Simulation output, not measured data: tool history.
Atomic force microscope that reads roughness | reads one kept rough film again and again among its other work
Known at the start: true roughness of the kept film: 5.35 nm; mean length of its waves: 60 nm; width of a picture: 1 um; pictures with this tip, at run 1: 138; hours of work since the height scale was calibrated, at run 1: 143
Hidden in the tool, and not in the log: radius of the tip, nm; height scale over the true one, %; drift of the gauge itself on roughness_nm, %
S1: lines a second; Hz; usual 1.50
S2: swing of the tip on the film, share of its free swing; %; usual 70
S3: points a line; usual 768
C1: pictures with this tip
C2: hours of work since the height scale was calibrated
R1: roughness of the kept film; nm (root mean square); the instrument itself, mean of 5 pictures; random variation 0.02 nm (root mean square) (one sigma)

run 1 hour=0.0 | S1=1.50 S2=70 S3=768 | C1=138 C2=143 | R1=4.521
run 2 hour=8.2 | S1=1.50 S2=70 S3=768 | C1=145 C2=147 | R1=4.489
run 3 hour=15.1 | S1=1.50 S2=70 S3=768 | C1=151 C2=150 | R1=4.461
-- hour=17.6 new tip fitted
run 4 hour=20.2 | S1=1.50 S2=70 S3=768 | C1=2 C2=152 | R1=4.874
run 5 hour=24.4 | S1=1.50 S2=70 S3=768 | C1=5 C2=154 | R1=4.861
run 6 hour=28.5 | S1=1.50 S2=70 S3=768 | C1=9 C2=156 | R1=4.831
run 7 hour=36.3 | S1=1.50 S2=70 S3=768 | C1=15 C2=159 | R1=4.828
run 8 hour=40.8 | S1=1.50 S2=70 S3=768 | C1=19 C2=161 | R1=4.823
run 9 hour=45.2 | S1=1.50 S2=70 S3=768 | C1=23 C2=163 | R1=4.823
run 10 hour=49.2 | S1=1.50 S2=70 S3=768 | C1=26 C2=165 | R1=4.819
run 11 hour=57.3 | S1=1.50 S2=70 S3=768 | C1=33 C2=169 | R1=4.773
run 12 hour=62.7 | S1=1.50 S2=70 S3=768 | C1=38 C2=171 | R1=4.763
run 13 hour=68.1 | S1=1.50 S2=70 S3=768 | C1=42 C2=173 | R1=4.795
run 14 hour=76.6 | S1=1.50 S2=70 S3=768 | C1=49 C2=177 | R1=4.732
run 15 hour=82.9 | S1=1.50 S2=71 S3=768 | C1=55 C2=180 | R1=4.745
run 16 hour=88.8 | S1=0.52 S2=70 S3=768 | C1=60 C2=183 | R1=4.892
run 17 hour=93.2 | S1=0.66 S2=70 S3=768 | C1=64 C2=185 | R1=4.827
run 18 hour=100.1 | S1=0.66 S2=70 S3=768 | C1=69 C2=188 | R1=4.834
run 19 hour=104.1 | S1=1.50 S2=71 S3=768 | C1=73 C2=189 | R1=4.680
run 20 hour=111.5 | S1=1.50 S2=71 S3=768 | C1=79 C2=193 | R1=4.629
run 21 hour=120.4 | S1=1.50 S2=70 S3=985 | C1=87 C2=197 | R1=4.661
run 22 hour=125.8 | S1=1.50 S2=70 S3=985 | C1=91 C2=199 | R1=4.641
run 23 hour=133.8 | S1=1.64 S2=70 S3=985 | C1=98 C2=203 | R1=4.573
run 24 hour=138.4 | S1=1.50 S2=82 S3=998 | C1=102 C2=205 | R1=4.403
run 25 hour=144.9 | S1=2.15 S2=65 S3=768 | C1=107 C2=207 | R1=4.618
run 26 hour=149.2 | S1=1.50 S2=62 S3=768 | C1=111 C2=209 | R1=4.687
run 27 hour=152.9 | S1=1.50 S2=62 S3=768 | C1=114 C2=211 | R1=4.656
run 28 hour=157.1 | S1=1.50 S2=70 S3=596 | C1=118 C2=213 | R1=4.541
run 29 hour=164.0 | S1=0.68 S2=74 S3=596 | C1=124 C2=216 | R1=4.659
run 30 hour=170.2 | S1=0.68 S2=74 S3=596 | C1=129 C2=219 | R1=4.677
run 31 hour=176.2 | S1=0.68 S2=74 S3=596 | C1=134 C2=221 | R1=4.641
run 32 hour=184.8 | S1=0.68 S2=74 S3=596 | C1=141 C2=225 | R1=4.626
run 33 hour=189.8 | S1=3.65 S2=80 S3=959 | C1=146 C2=227 | R1=3.892
run 34 hour=195.8 | S1=2.63 S2=70 S3=532 | C1=151 C2=230 | R1=4.349
-- hour=198.6 new tip fitted
run 35 hour=203.6 | S1=2.63 S2=70 S3=532 | C1=4 C2=233 | R1=4.640
run 36 hour=209.0 | S1=0.80 S2=81 S3=768 | C1=8 C2=236 | R1=4.821
run 37 hour=213.6 | S1=0.92 S2=84 S3=904 | C1=12 C2=238 | R1=4.761
run 38 hour=219.8 | S1=0.92 S2=84 S3=904 | C1=18 C2=241 | R1=4.740
run 39 hour=227.5 | S1=0.69 S2=84 S3=904 | C1=24 C2=244 | R1=4.809
run 40 hour=233.1 | S1=0.82 S2=68 S3=612 | C1=29 C2=246 | R1=4.897
run 41 hour=238.2 | S1=0.82 S2=68 S3=612 | C1=33 C2=249 | R1=4.827
run 42 hour=246.8 | S1=2.85 S2=86 S3=768 | C1=40 C2=252 | R1=4.051
run 43 hour=250.7 | S1=2.98 S2=70 S3=900 | C1=44 C2=254 | R1=4.517
run 44 hour=255.1 | S1=1.45 S2=80 S3=412 | C1=48 C2=256 | R1=4.597
run 45 hour=260.2 | S1=1.52 S2=75 S3=826 | C1=52 C2=258 | R1=4.626

4 ways to go on from here, each from the tool as it stands after run 45. What would each give?
run A hour=263.9 | S1=3.84 S2=75 S3=826 | C1=55 C2=260 | R1=?
run B hour=263.9 | S1=0.96 S2=75 S3=826 | C1=55 C2=260 | R1=?
run C hour=263.9 | S1=2.59 S2=78 S3=505 | C1=55 C2=260 | R1=?
run D hour=263.9 | S1=1.38 S2=57 S3=802 | C1=55 C2=260 | R1=?

run=A R1=4.217
run=B R1=4.723
run=C R1=4.333
run=D R1=4.829
Without the tool's hidden state the same runs would have given:
run=A R1=4.374
run=B R1=4.899
run=C R1=4.495
run=D R1=5.009

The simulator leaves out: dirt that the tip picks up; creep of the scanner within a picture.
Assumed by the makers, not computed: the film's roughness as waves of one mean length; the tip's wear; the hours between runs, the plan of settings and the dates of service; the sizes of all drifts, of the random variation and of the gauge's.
